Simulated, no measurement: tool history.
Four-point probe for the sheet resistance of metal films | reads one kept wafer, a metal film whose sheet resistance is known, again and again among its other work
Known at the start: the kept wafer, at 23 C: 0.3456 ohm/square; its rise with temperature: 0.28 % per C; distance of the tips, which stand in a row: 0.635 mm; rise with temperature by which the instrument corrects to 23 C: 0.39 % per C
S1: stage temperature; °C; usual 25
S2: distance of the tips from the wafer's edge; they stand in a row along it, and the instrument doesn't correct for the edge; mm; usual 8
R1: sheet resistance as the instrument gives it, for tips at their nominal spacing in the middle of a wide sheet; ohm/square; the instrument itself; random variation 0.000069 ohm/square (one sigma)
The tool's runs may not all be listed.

run,hour,S1,S2,R1
1,0.0,25,8,0.346594
2,49.9,25,8,0.346459
3,72.7,25,8,0.346654
4,124.1,22,8,0.347805
5,167.8,22,8,0.347729
6,212.2,22,8,0.347930
# hour 216.4: stage's thermometer calibrated
7,239.1,25,8,0.346876
8,290.4,25,8,0.346926
9,325.3,25,8,0.346916
10,367.8,26,8,0.346667
11,403.5,18,8,0.349725

Forecast run 12:
12,430.6,18,8,?

{"run 12": {"R1": 0.349787}}
Without the tool's hidden state the same run would have given R1 0.348737 ohm/square.
